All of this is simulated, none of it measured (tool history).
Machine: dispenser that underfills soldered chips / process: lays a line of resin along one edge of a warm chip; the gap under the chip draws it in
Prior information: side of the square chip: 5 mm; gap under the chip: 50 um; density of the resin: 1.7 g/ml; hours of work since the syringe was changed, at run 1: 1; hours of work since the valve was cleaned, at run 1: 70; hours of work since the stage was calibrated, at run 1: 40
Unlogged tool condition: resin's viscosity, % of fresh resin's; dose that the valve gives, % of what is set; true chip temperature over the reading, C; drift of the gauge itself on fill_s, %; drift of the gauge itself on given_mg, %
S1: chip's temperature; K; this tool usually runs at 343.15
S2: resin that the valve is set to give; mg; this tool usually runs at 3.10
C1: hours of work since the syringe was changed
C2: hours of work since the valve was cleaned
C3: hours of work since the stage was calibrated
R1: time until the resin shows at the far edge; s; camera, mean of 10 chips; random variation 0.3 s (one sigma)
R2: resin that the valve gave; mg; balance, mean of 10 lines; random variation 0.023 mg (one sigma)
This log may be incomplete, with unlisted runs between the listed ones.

{"run": 1, "hour": 0.0, "S1": 343.15, "S2": 3.1, "C1": 1, "C2": 70, "C3": 40, "R1": 5.9, "R2": 2.9}
{"run": 2, "hour": 3.5, "S1": 341.15, "S2": 3.1, "C1": 3, "C2": 73, "C3": 43, "R1": 7.7, "R2": 2.9}
{"run": 3, "hour": 6.0, "S1": 341.15, "S2": 3.1, "C1": 5, "C2": 75, "C3": 45, "R1": 8.7, "R2": 2.84}
{"hour": 8.9, "done": "new syringe of resin"}
{"run": 4, "hour": 9.3, "S1": 343.15, "S2": 3.73, "C1": 0, "C2": 77, "C3": 47, "R1": 5.4, "R2": 3.47}
{"run": 5, "hour": 13.2, "S1": 343.15, "S2": 3.73, "C1": 3, "C2": 80, "C3": 50, "R1": 6.6, "R2": 3.41}
{"hour": 18.7, "done": "new syringe of resin"}
{"run": 6, "hour": 19.0, "S1": 343.15, "S2": 3.73, "C1": 0, "C2": 84, "C3": 54, "R1": 5.3, "R2": 3.4}
{"run": 7, "hour": 23.7, "S1": 343.15, "S2": 3.73, "C1": 4, "C2": 88, "C3": 58, "R1": 6.8, "R2": 3.41}
{"run": 8, "hour": 26.5, "S1": 343.15, "S2": 3.73, "C1": 6, "C2": 90, "C3": 60, "R1": 7.5, "R2": 3.39}
{"hour": 28.5, "done": "new syringe of resin"}
{"run": 9, "hour": 31.0, "S1": 343.15, "S2": 3.73, "C1": 2, "C2": 93, "C3": 63, "R1": 6.1, "R2": 3.35}
{"run": 10, "hour": 36.4, "S1": 343.15, "S2": 3.1, "C1": 6, "C2": 97, "C3": 67, "R1": 9.2, "R2": 2.76}
{"hour": 38.4, "done": "new syringe of resin"}
{"run": 11, "hour": 39.8, "S1": 343.15, "S2": 3.1, "C1": 1, "C2": 100, "C3": 70, "R1": 5.5, "R2": 2.83}
{"run": 12, "hour": 43.0, "S1": 343.15, "S2": 3.1, "C1": 4, "C2": 102, "C3": 72, "R1": 7.6, "R2": 2.79}
{"run": 13, "hour": 46.3, "S1": 343.15, "S2": 3.1, "C1": 6, "C2": 105, "C3": 75, "R1": 8.6, "R2": 2.74}
{"hour": 48.4, "done": "new syringe of resin"}
{"run": 14, "hour": 50.5, "S1": 343.15, "S2": 3.1, "C1": 2, "C2": 107, "C3": 77, "R1": 6.1, "R2": 2.8}
{"run": 15, "hour": 52.9, "S1": 343.15, "S2": 3.1, "C1": 3, "C2": 109, "C3": 79, "R1": 7.1, "R2": 2.77}
{"run": 16, "hour": 56.0, "S1": 355.15, "S2": 3.1, "C1": 6, "C2": 112, "C3": 82, "R1": 4.6, "R2": 2.75}
{"hour": 58.4, "done": "new syringe of resin"}
{"run": 17, "hour": 59.2, "S1": 355.15, "S2": 3.1, "C1": 1, "C2": 114, "C3": 84, "R1": 3.1, "R2": 2.75}
{"run": 18, "hour": 61.5, "S1": 354.15, "S2": 3.36, "C1": 2, "C2": 116, "C3": 86, "R1": 3.8, "R2": 3.0}
{"run": 19, "hour": 64.7, "S1": 331.15, "S2": 3.98, "C1": 5, "C2": 118, "C3": 88, "R1": 14.0, "R2": 3.5}
{"hour": 68.1, "done": "new syringe of resin"}
{"run": 20, "hour": 69.0, "S1": 343.15, "S2": 3.93, "C1": 1, "C2": 121, "C3": 91, "R1": 5.9, "R2": 3.48}
{"run": 21, "hour": 73.2, "S1": 337.15, "S2": 2.85, "C1": 4, "C2": 124, "C3": 94, "R1": 10.4, "R2": 2.49}
{"run": 22, "hour": 77.5, "S1": 354.15, "S2": 2.82, "C1": 7, "C2": 128, "C3": 98, "R1": 5.6, "R2": 2.46}
{"hour": 78.1, "done": "new syringe of resin"}
{"hour": 81.1, "done": "dispensing valve cleaned and set on the balance"}
{"run": 23, "hour": 84.1, "S1": 340.15, "S2": 2.77, "C1": 4, "C2": 2, "C3": 102, "R1": 8.5, "R2": 2.78}
{"run": 24, "hour": 86.4, "S1": 340.15, "S2": 2.77, "C1": 6, "C2": 4, "C3": 103, "R1": 10.2, "R2": 2.77}
{"hour": 89.0, "done": "new syringe of resin"}
{"run": 25, "hour": 91.5, "S1": 340.15, "S2": 2.77, "C1": 2, "C2": 8, "C3": 107, "R1": 7.8, "R2": 2.76}
{"run": 26, "hour": 95.2, "S1": 336.15, "S2": 2.94, "C1": 5, "C2": 10, "C3": 110, "R1": 11.3, "R2": 2.88}
{"run": 27, "hour": 98.0, "S1": 346.15, "S2": 3.1, "C1": 7, "C2": 13, "C3": 112, "R1": 8.3, "R2": 3.04}
{"hour": 98.8, "done": "new syringe of resin"}
{"run": 28, "hour": 102.1, "S1": 346.15, "S2": 3.1, "C1": 2, "C2": 15, "C3": 115, "R1": 5.5, "R2": 3.05}
{"run": 29, "hour": 105.9, "S1": 346.15, "S2": 3.1, "C1": 5, "C2": 18, "C3": 118, "R1": 7.1, "R2": 3.08}
{"hour": 108.5, "done": "new syringe of resin"}
{"run": 30, "hour": 110.5, "S1": 344.15, "S2": 3.48, "C1": 1, "C2": 22, "C3": 121, "R1": 6.1, "R2": 3.4}
{"run": 31, "hour": 113.1, "S1": 344.15, "S2": 3.48, "C1": 3, "C2": 24, "C3": 123, "R1": 6.4, "R2": 3.4}
{"run": 32, "hour": 116.7, "S1": 342.15, "S2": 3.54, "C1": 6, "C2": 26, "C3": 126, "R1": 9.0, "R2": 3.46}
{"hour": 118.2, "done": "new syringe of resin"}
{"run": 33, "hour": 120.1, "S1": 342.15, "S2": 3.54, "C1": 1, "C2": 29, "C3": 128, "R1": 6.2, "R2": 3.47}

Subtracting, for every run, the result it would have given without the tool's unlogged condition from the measured result gives the following. The same run-to-run variation enters both numbers; the gauge's scatter may not:
run=1 R1=+0.5 R2=-0.22
run=2 R1=+1.9 R2=-0.22
run=3 R1=+3.1 R2=-0.23
run=4 R1=+0.2 R2=-0.28
run=5 R1=+1.5 R2=-0.30
run=6 R1=+0.2 R2=-0.31
run=7 R1=+1.8 R2=-0.32
run=8 R1=+2.9 R2=-0.34
run=9 R1=+0.9 R2=-0.35
run=10 R1=+3.4 R2=-0.30
run=11 R1=+0.9 R2=-0.31
run=12 R1=+2.1 R2=-0.31
run=13 R1=+3.6 R2=-0.31
run=14 R1=+0.9 R2=-0.32
run=15 R1=+1.9 R2=-0.33
run=16 R1=+1.7 R2=-0.34
run=17 R1=+0.4 R2=-0.34
run=18 R1=+0.8 R2=-0.38
run=19 R1=+4.9 R2=-0.45
run=20 R1=+0.5 R2=-0.46
run=21 R1=+3.1 R2=-0.34
run=22 R1=+2.5 R2=-0.35
run=23 R1=+2.4 R2=+0.00
run=24 R1=+3.6 R2=-0.01
run=25 R1=+1.4 R2=-0.02
run=26 R1=+3.9 R2=-0.03
run=27 R1=+3.4 R2=-0.03
run=28 R1=+1.1 R2=-0.04
run=29 R1=+2.4 R2=-0.05
run=30 R1=+0.8 R2=-0.06
run=31 R1=+1.7 R2=-0.07
run=32 R1=+3.3 R2=-0.08
run=33 R1=+0.9 R2=-0.09
